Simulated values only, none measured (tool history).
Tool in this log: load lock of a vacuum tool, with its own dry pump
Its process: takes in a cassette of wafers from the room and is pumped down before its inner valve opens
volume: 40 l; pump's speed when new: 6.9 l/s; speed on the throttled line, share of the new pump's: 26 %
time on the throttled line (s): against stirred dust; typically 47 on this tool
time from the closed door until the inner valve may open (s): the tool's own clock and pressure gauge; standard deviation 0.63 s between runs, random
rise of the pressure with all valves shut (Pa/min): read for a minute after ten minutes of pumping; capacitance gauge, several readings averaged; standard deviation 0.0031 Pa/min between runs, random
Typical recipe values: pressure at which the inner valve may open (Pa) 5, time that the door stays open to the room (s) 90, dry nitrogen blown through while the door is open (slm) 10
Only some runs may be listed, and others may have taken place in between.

run,hour,time on the throttled line (s),pressure at which the inner valve may open (Pa),time that the door stays open to the room (s),dry nitrogen blown through while the door is open (slm),"incoming humidity of the room's air, %",time from the closed door until the inner valve may open (s),rise of the pressure with all valves shut (Pa/min)
1,0.0,47,5,90,10,43.7,103.8,0.100
# hour 67.0: dry pump taken out, an overhauled one fitted
2,106.6,47,5,90,10,41.2,92.3,0.091
3,183.0,47,5,33,10,45.3,92.8,0.079
4,283.5,53,5,90,10,45.4,97.2,0.104
5,353.8,53,5,90,10,46.4,97.3,0.105
6,413.7,53,5,90,10,46.2,97.0,0.110
7,472.3,53,5,90,10,43.8,97.5,0.101
8,558.4,53,10,90,10,46.6,93.7,0.108
9,621.3,53,10,90,10,45.5,93.6,0.106
10,738.0,53,10,90,10,43.3,93.6,0.108
11,816.9,39,9,90,10,45.5,83.8,0.115
12,883.1,92,5,90,10,41.6,126.9,0.104
13,971.9,47,5,35,10,43.7,92.7,0.088
14,1094.4,47,6,40,10,41.3,93.2,0.094
15,1161.9,47,6,40,10,45.4,92.0,0.086
16,1231.2,72,7,29,41,43.6,108.6,0.071
17,1304.1,34,5,90,10,44.5,83.6,0.114
18,1398.3,34,5,90,10,45.5,85.3,0.120

Subtracting, for every run, the result it would have given without the tool's unlogged condition from the measured result gives the following. The same run-to-run variation enters both numbers; the gauge's scatter may not:
What the log doesn't record here: pump's speed, % of a new pump's; leak at the door's seal, Pa l/s; drift of the gauge itself on ready_s, %; drift of the gauge itself on rise_pa_min, %.
run,time from the closed door until the inner valve may open (s),rise of the pressure with all valves shut (Pa/min)
1,+10.7,+0.036
2,-0.1,+0.036
3,-0.1,+0.037
4,+0.0,+0.038
5,+0.0,+0.039
6,+0.1,+0.039
7,+0.2,+0.040
8,+0.2,+0.041
9,+0.3,+0.042
10,+0.3,+0.044
11,+0.5,+0.045
12,+0.4,+0.045
13,+0.6,+0.046
14,+0.7,+0.048
15,+0.7,+0.048
16,+0.6,+0.050
17,+1.0,+0.050
18,+1.1,+0.052

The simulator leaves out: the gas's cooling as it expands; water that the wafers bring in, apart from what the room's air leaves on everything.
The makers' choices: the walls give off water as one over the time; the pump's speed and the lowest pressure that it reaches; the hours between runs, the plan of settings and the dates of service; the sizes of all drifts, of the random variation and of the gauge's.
